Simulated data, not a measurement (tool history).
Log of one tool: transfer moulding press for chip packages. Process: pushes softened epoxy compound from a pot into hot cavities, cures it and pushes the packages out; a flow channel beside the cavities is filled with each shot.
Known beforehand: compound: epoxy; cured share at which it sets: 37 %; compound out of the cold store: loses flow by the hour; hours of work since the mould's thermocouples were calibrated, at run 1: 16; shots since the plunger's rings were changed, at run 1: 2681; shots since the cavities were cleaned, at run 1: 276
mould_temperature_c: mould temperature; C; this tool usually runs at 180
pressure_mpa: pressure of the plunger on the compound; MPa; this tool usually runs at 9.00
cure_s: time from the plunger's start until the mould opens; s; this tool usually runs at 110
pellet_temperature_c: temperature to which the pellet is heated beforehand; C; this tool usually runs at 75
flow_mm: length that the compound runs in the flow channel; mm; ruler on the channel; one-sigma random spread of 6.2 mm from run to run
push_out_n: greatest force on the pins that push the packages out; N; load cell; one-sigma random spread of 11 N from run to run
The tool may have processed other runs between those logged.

run     day  mould_temperature_c  pressure_mpa  cure_s  pellet_temperature_c  hours of work since the mould's thermocouples were calibrated  shots since the plunger's rings were changed  shots since the cavities were cleaned  incoming compound's hours out of the cold store  flow_mm  push_out_n
  1   0.000                  180          9.00     110                    75                                                             16                                          2681                                    276                                             47.2      643         771
  2   1.458                  178          9.00     110                    75                                                             35                                          3014                                    609                                             39.6      656        1052
      3.442  -- cavities cleaned with cleaning compound and waxed
  3   3.767                  180          9.00     110                    75                                                             65                                          3526                                     75                                              8.5      695         690
  4   5.171                  180          9.00     110                    75                                                             84                                          3845                                    394                                             39.0      635         842
  5   7.221                  180          9.00     110                    75                                                            111                                          4313                                    862                                             36.7      631         966
      8.075  -- cavities cleaned with cleaning compound and waxed
  6   9.088                  180          9.00     110                    75                                                            135                                          4724                                    231                                             11.2      675         832
  7  10.638                  180          9.00     110                    75                                                            156                                          5077                                    584                                             34.2      625         932
     12.762  -- cavities cleaned with cleaning compound and waxed
     13.625  -- plunger's sealing rings changed
  8  13.633                  182          9.00     110                    75                                                            193                                             2                                    175                                              9.6      728         726
  9  16.304                  180          9.00     110                    75                                                            229                                           610                                    783                                             28.3      702         976
     17.488  -- cavities cleaned with cleaning compound and waxed
 10  17.854                  180          9.00     110                    68                                                            249                                           950                                     84                                             33.2      666         684
     18.075  -- mould's thermocouples calibrated
 11  20.329                  180         10.66     110                    75                                                             30                                          1494                                    628                                             46.8      717         926
     22.321  -- cavities cleaned with cleaning compound and waxed
 12  22.775                  179          9.00     110                    75                                                             62                                          2038                                    104                                             23.0      692         762
     25.608  -- mould's thermocouples calibrated, once more
 13  25.892                  180          9.00     110                    73                                                              4                                          2729                                    795                                             35.3      650         934
     27.025  -- cavities cleaned with cleaning compound and waxed
 14  27.604                  180          9.00     110                    73                                                             26                                          3105                                    132                                             44.3      650         673
 15  29.867                  180          9.00     110                    73                                                             56                                          3621                                    648                                             43.3      640         914
     31.646  -- cavities cleaned with cleaning compound and waxed
 16  31.646                  177          9.00     110                    73                                                             79                                          4013                                      0                                             17.2      683         746
 17  34.183                  177          9.00     110                    73                                                            112                                          4591                                    578                                             47.5      610        1109
 18  35.758                  180          7.49     125                    66                                                            133                                          4949                                    936                                             16.7      604         744
     36.333  -- cavities cleaned with cleaning compound and waxed
 19  38.183                  184          9.00     112                    84                                                            165                                          5488                                    422                                             38.5      605         651
     39.338  -- plunger's sealing rings changed
 20  39.788                  184          9.00     112                    84                                                            185                                           103                                    764                                             34.7      693         722
     41.079  -- cavities cleaned with cleaning compound and waxed
 21  42.096                  175          7.65     100                    68                                                            214                                           614                                    231                                             18.5      673        1490
 22  44.912                  175          7.65     100                    68                                                            252                                          1257                                    874                                             42.4      617        1653
     45.625  -- cavities cleaned with cleaning compound and waxed
 23  47.425                  175          7.51      99                    68                                                            284                                          1814                                    410                                              9.9      660        1707
 24  49.550                  187          9.00     106                    75                                                            313                                          2299                                    895                                             10.8      708         699
     50.317  -- cavities cleaned with cleaning compound and waxed
 25  51.738                  173         10.26     149                    75                                                            341                                          2783                                    324                                             27.9      738         725
 26  54.312                  173          6.98     107                    69                                                            375                                          3371                                    912                                             20.6      612        1792
     54.896  -- cavities cleaned with cleaning compound and waxed
 27  56.342                  183          8.43     114                    67                                                            401                                          3818                                    330                                             33.6      626         659

Alternative continuations, all from the tool just after run 27; predict every row:
  A  57.617                  183          8.07     142                    67                                                            418                                          4109                                    621                                             35.0        ?           ?
  B  57.617                  184          8.43     114                    76                                                            418                                          4109                                    621                                             40.5        ?           ?
  C  57.617                  181          9.00     110                    75                                                            418                                          4109                                    621                                             26.3        ?           ?
  D  57.617                  183          9.00     110                    73                                                            418                                          4109                                    621                                             35.8        ?           ?

run  flow_mm  push_out_n
  A      589         576
  B      608         701
  C      657         879
  D      623         825
Without the tool's hidden state the same runs would have given:
run  flow_mm  push_out_n
  A      638         341
  B      658         410
  C      711         499
  D      675         477
